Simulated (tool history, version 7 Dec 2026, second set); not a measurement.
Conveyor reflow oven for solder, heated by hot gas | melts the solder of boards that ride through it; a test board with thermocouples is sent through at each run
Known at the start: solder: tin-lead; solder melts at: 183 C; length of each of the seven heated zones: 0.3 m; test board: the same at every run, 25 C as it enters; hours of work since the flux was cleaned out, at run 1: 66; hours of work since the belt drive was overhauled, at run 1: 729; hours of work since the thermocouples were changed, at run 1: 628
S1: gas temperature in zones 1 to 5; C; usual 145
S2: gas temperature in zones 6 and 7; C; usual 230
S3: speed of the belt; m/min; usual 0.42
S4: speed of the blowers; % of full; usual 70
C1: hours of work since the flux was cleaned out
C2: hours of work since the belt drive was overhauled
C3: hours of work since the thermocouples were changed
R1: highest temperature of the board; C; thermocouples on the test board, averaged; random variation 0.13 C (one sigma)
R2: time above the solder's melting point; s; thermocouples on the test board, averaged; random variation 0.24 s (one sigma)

run,hour,S1,S2,S3,S4,C1,C2,C3,R1,R2
1,0,145,230,0.42,70,66,729,628,216.7,68
2,24.7,145,230,0.42,70,79,742,641,216.7,68
3,58.2,145,230,0.42,70,97,759,658,216.8,67.9
4,83.8,145,239,0.42,70,110,773,672,224.6,74
# hour 104.8: thermocouples of zones 6 and 7 changed
5,112.3,133,230,0.42,70,124,787,4,213.7,59.5
6,137.3,145,230,0.42,70,137,800,17,215.7,67.2
7,153,145,230,0.42,70,146,808,25,215.5,67.4
8,174.6,145,222,0.42,70,157,819,37,208.9,60.5
9,193.9,145,222,0.42,70,167,830,47,208.6,60.3
10,218.7,145,238,0.42,70,180,843,60,222.5,72.6
11,247.1,145,238,0.42,70,195,857,75,222.4,72.7
12,280.9,145,238,0.42,70,213,875,93,222.5,72.6
13,313.6,145,238,0.42,70,230,892,110,222.5,73.1
# hour 320.6: belt drive overhauled, speed set with a stopwatch
14,350.2,145,236,0.42,70,247,16,127,220.9,72
15,376.6,145,236,0.42,70,261,29,141,220.8,71.5
16,415,156,236,0.42,62,281,50,161,221.7,78
# hour 450.2: belt drive overhauled, speed set with a stopwatch, once more
17,450.4,133,236,0.398,72,298,0,177,219.8,68.3
18,478.3,145,230,0.425,70,312,15,192,214.6,64
19,507.9,151,237,0.392,59,328,30,208,222.2,79.1
20,529,145,239,0.392,59,339,41,219,223,76.7
21,560.6,157,239,0.418,59,355,58,235,223.5,77.8
22,581.6,153,237,0.46,59,367,69,246,217.8,64.1
23,614.6,153,237,0.46,59,384,86,264,217.5,64.3
24,650.2,160,238,0.394,64,403,105,282,225.5,85.7
25,683.9,160,238,0.394,64,420,123,300,225.3,86.1
26,705.8,143,236,0.452,84,432,134,312,219.3,62.9
27,732,143,236,0.452,84,446,148,325,219.1,62.8
28,761.9,147,226,0.408,59,461,164,341,211,64.3
29,780.5,147,238,0.408,59,471,174,351,221,73.3
# hour 806.3: flux residue cleaned out of gas plates and filters
30,812.7,147,238,0.408,59,3,188,365,222.8,75.2

How the hidden state differs across the entries between the runs, from the last listed run before each to the first after it:
Between runs 4 and 5: thermocouples of zones 6 and 7 changed (hour 104.8)
  heat that the gas passes to the board, % of a clean oven's: 97.8 -> 97.6; belt's true speed, % of the reading: 98.38 -> 98.35; true gas temperature in zones 6 and 7 over the reading, C: 1.08 -> -0.08
  measured less the result without the state, R1: +0.9 -> -0.1 C; R2: +1.9 -> +0.9 s
Between runs 13 and 14: belt drive overhauled, speed set with a stopwatch (hour 320.6)
  heat that the gas passes to the board, % of a clean oven's: 95.9 -> 95.7; belt's true speed, % of the reading: 98.1 -> 97.73; true gas temperature in zones 6 and 7 over the reading, C: 0.08 -> 0.11
  measured less the result without the state, R1: -0.2 -> -0.1 C; R2: +1.2 -> +1.5 s
Between runs 16 and 17: belt drive overhauled, speed set with a stopwatch, once more (hour 450.2)
  heat that the gas passes to the board, % of a clean oven's: 95.1 -> 94.9; belt's true speed, % of the reading: 97.65 -> 99.98; true gas temperature in zones 6 and 7 over the reading, C: 0.16 -> 0.19
  measured less the result without the state, R1: -0.1 -> -1.1 C; R2: +1.8 -> -1.1 s
Between runs 29 and 30: flux residue cleaned out of gas plates and filters (hour 806.3)
  heat that the gas passes to the board, % of a clean oven's: 92.3 -> 99.8; belt's true speed, % of the reading: 99.56 -> 99.52; true gas temperature in zones 6 and 7 over the reading, C: 0.46 -> 0.48
  measured less the result without the state, R1: -1.1 -> +0.6 C; R2: -0.8 -> +0.8 s
